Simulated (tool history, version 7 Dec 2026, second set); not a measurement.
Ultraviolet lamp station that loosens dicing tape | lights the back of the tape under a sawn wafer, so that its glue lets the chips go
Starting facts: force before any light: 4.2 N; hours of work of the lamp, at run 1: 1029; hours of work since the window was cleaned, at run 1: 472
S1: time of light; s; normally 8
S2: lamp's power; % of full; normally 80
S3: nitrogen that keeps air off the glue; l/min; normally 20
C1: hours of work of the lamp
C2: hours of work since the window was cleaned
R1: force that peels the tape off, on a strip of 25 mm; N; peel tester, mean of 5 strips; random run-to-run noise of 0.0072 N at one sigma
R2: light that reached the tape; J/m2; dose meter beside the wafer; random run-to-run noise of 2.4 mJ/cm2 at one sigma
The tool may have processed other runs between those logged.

run	hour	S1	S2	S3	C1	C2	R1	R2
1	0.0	8	80	20	1029	472	0.454	1630
2	52.6	8	80	20	1059	502	0.470	1580
3	91.9	8	80	20	1082	525	0.481	1570
4	144.8	16	80	20	1113	555	0.237	3030
5	167.7	16	80	20	1126	568	0.247	3030
6	207.6	8	80	12	1149	591	0.713	1500
# hour 226.4: window cleaned of glue's vapour
7	264.7	8	80	12	1182	22	0.815	1320
8	311.9	8	80	12	1209	49	0.841	1300
# hour 320.0: window cleaned of glue's vapour, once more
9	355.7	8	84	20	1234	21	0.408	1730
# hour 372.2: lamp changed
10	391.6	8	84	20	11	41	0.266	2790
11	439.7	8	80	20	39	69	0.266	2620
12	469.1	10	80	20	56	86	0.248	3260
13	493.5	10	80	20	70	100	0.240	3180
14	547.0	10	80	20	101	131	0.239	3110
15	591.9	10	80	20	127	156	0.240	3090
16	629.4	10	80	20	149	178	0.246	3080
17	658.9	10	80	20	166	195	0.260	3010
18	682.8	10	80	20	179	209	0.250	3020
19	707.2	10	80	24	194	223	0.248	2980
20	740.5	10	80	24	213	242	0.243	2930
21	766.0	10	80	17	227	257	0.245	2910
22	794.9	8	70	19	244	274	0.339	2030
23	823.0	8	70	19	260	290	0.342	2010
24	852.8	8	70	19	278	307	0.351	1990
25	902.3	8	70	19	306	336	0.355	1950
26	954.0	7	70	19	336	366	0.440	1660
27	1006.8	7	70	19	367	396	0.463	1670
28	1056.1	11	88	12	395	425	0.277	3130
29	1078.9	11	88	12	408	438	0.261	3200
30	1129.8	11	88	12	438	467	0.266	3100
31	1175.0	9	70	20	464	493	0.351	1980
32	1217.4	9	70	20	488	518	0.357	1930
33	1261.5	15	82	20	514	543	0.233	3770
34	1288.8	12	69	38	529	559	0.243	2500
35	1324.0	12	69	38	550	579	0.251	2450
36	1357.4	12	69	38	569	599	0.242	2450
# hour 1368.1: window cleaned of glue's vapour
37	1381.8	5	83	16	583	8	0.617	1400
38	1419.6	5	83	16	605	30	0.632	1430
39	1468.8	5	83	16	633	58	0.645	1420
40	1519.5	5	83	16	662	87	0.661	1330
41	1551.8	5	83	16	681	106	0.690	1310
42	1600.9	5	98	37	709	134	0.367	1540

Describe how what the log doesn't record of the tool's condition differs between the last listed run preceding each entry between runs and the first listed run following it.
Between runs 6 and 7: window cleaned of glue's vapour (hour 226.4)
  lamp's light, % of a new lamp's: 65 -> 64; light that the window lets through, % of a clean one's: 84.8 -> 75.1
  measured minus no-state result, R1: +0.396 -> +0.518 N; R2: -1210 -> -1390 J/m2
Between runs 8 and 9: window cleaned of glue's vapour, once more (hour 320.0)
  lamp's light, % of a new lamp's: 63.2 -> 62.4; light that the window lets through, % of a clean one's: 74.5 -> 99.4
  measured minus no-state result, R1: +0.543 -> +0.153 N; R2: -1430 -> -1070 J/m2
Between runs 9 and 10: lamp changed (hour 372.2)
  lamp's light, % of a new lamp's: 62.4 -> 99.6; light that the window lets through, % of a clean one's: 99.4 -> 98.9
  measured minus no-state result, R1: +0.153 -> +0.002 N; R2: -1070 -> -40 J/m2
Between runs 36 and 37: window cleaned of glue's vapour (hour 1368.1)
  lamp's light, % of a new lamp's: 82.6 -> 82.2; light that the window lets through, % of a clean one's: 84.9 -> 99.7
  measured minus no-state result, R1: +0.018 -> +0.157 N; R2: -1050 -> -310 J/m2
